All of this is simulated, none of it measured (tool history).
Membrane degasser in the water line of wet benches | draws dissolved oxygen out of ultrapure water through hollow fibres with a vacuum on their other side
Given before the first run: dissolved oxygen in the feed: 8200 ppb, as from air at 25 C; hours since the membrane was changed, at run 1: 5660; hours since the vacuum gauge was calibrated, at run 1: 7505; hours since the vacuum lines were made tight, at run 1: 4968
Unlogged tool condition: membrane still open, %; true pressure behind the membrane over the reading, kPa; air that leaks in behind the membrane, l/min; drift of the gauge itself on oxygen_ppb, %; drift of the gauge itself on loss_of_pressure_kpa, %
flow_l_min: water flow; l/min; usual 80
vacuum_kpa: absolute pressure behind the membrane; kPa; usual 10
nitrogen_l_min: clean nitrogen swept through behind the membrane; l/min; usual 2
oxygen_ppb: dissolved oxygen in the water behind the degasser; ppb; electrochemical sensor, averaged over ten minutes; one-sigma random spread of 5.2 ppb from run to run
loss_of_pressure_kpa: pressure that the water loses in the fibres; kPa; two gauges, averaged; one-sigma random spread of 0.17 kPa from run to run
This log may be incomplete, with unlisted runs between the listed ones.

| run | hour | flow_l_min | vacuum_kpa | nitrogen_l_min | hours since the membrane was changed | hours since the vacuum gauge was calibrated | hours since the vacuum lines were made tight | oxygen_ppb | loss_of_pressure_kpa |
|---|---|---|---|---|---|---|---|---|---|
| 1 | 0 | 80 | 10 | 2 | 5660 | 7505 | 4968 | 575 | 30.19 |
| 2 | 222.1 | 80 | 10 | 2 | 5882 | 7727 | 5190 | 575.9 | 30.9 |
| 3 | 393.9 | 80 | 10 | 2 | 6054 | 7899 | 5362 | 594.8 | 30.7 |
|  | 472.6 | seals of the vacuum lines changed |
| 4 | 587.7 | 80 | 20.1 | 2 | 6246 | 8091 | 115 | 1257.4 | 30.52 |
| 5 | 703.1 | 80 | 20.1 | 2 | 6361 | 8206 | 231 | 1237.2 | 30.79 |
| 6 | 901.8 | 80 | 18.3 | 2 | 6560 | 8405 | 429 | 1134.1 | 30.58 |
|  | 931 | vacuum gauge calibrated |
| 7 | 1054.7 | 80 | 10 | 2 | 6712 | 124 | 582 | 617.4 | 30.4 |
| 8 | 1277.2 | 80 | 10 | 2 | 6935 | 346 | 804 | 626.4 | 30.57 |
| 9 | 1388.8 | 80 | 10 | 2 | 7046 | 458 | 916 | 643.5 | 30.65 |
| 10 | 1585.7 | 80 | 10 | 2 | 7243 | 655 | 1113 | 632.5 | 30.98 |
|  | 1691.8 | vacuum gauge calibrated, once more |
| 11 | 1774.1 | 80 | 10 | 2 | 7431 | 82 | 1301 | 522.1 | 30.87 |
| 12 | 1909 | 80 | 10 | 2 | 7566 | 217 | 1435 | 521.1 | 30.87 |
| 13 | 2084.5 | 80 | 10 | 2 | 7742 | 393 | 1611 | 535.5 | 31 |
| 14 | 2199.6 | 80 | 10 | 2 | 7857 | 508 | 1726 | 527.3 | 30.88 |
| 15 | 2376.8 | 80 | 10 | 2 | 8034 | 685 | 1903 | 536.4 | 31.13 |
| 16 | 2524.8 | 80 | 10 | 2 | 8182 | 833 | 2051 | 531.6 | 31.47 |
| 17 | 2640 | 53 | 10 | 3.48 | 8297 | 948 | 2166 | 237.5 | 20.76 |
| 18 | 2830 | 53 | 10 | 3.48 | 8487 | 1138 | 2356 | 237.1 | 20.63 |
| 19 | 2945.6 | 103 | 18.7 | 3.1 | 8603 | 1254 | 2472 | 962.6 | 39.89 |
| 20 | 3072.1 | 90 | 11.1 | 3.1 | 8729 | 1380 | 2598 | 487.1 | 35.25 |
| 21 | 3261.3 | 90 | 16.6 | 3.1 | 8918 | 1570 | 2788 | 777.6 | 35.19 |
| 22 | 3468 | 88 | 8.3 | 4.56 | 9125 | 1776 | 2994 | 236.3 | 34.32 |
| 23 | 3574.9 | 65 | 10 | 2 | 9232 | 1883 | 3101 | 451.9 | 25.47 |
| 24 | 3671.6 | 123 | 14.1 | 2 | 9329 | 1980 | 3198 | 1149.7 | 48.17 |
| 25 | 3807.6 | 50 | 10.4 | 4.51 | 9465 | 2116 | 3334 | 192.7 | 19.67 |
| 26 | 4012.2 | 50 | 10.4 | 4.51 | 9669 | 2320 | 3539 | 192.6 | 19.94 |
| 27 | 4123 | 50 | 10.4 | 4.51 | 9780 | 2431 | 3649 | 190.7 | 20.07 |
| 28 | 4325.8 | 65 | 10 | 2 | 9983 | 2634 | 3852 | 462.5 | 25.69 |
| 29 | 4441.1 | 60 | 21.7 | 1.41 | 10098 | 2749 | 3968 | 1383.7 | 23.84 |
| 30 | 4649.4 | 82 | 9.2 | 5.35 | 10306 | 2958 | 4176 | 225.6 | 32.77 |
|  | 4739.2 | membrane cartridge changed |
| 31 | 4791.8 | 64 | 12.3 | 1.9 | 53 | 3096 | 4314 | 621.1 | 23.09 |

Below are 4 alternative next runs, each starting from the tool's condition after run 31. Predict each:
| A | 4933.8 | 110 | 12.3 | 1.9 | 195 | 3238 | 4456 | ? | ? |
| B | 4933.8 | 80 | 10 | 5.59 | 195 | 3238 | 4456 | ? | ? |
| C | 4933.8 | 125 | 10 | 1.5 | 195 | 3238 | 4456 | ? | ? |
| D | 4933.8 | 63 | 12.3 | 1.9 | 195 | 3238 | 4456 | ? | ? |

| run | oxygen_ppb | loss_of_pressure_kpa |
|---|---|---|
| A | 924.5 | 40.13 |
| B | 234.5 | 29.13 |
| C | 929.1 | 45.45 |
| D | 607.1 | 23.04 |
Take away the tool's hidden state, keep each run's random variation, and the runs would have read:
| run | oxygen_ppb | loss_of_pressure_kpa |
|---|---|---|
| A | 892.5 | 40.06 |
| B | 222.2 | 29.08 |
| C | 887.3 | 45.38 |
| D | 584 | 23 |
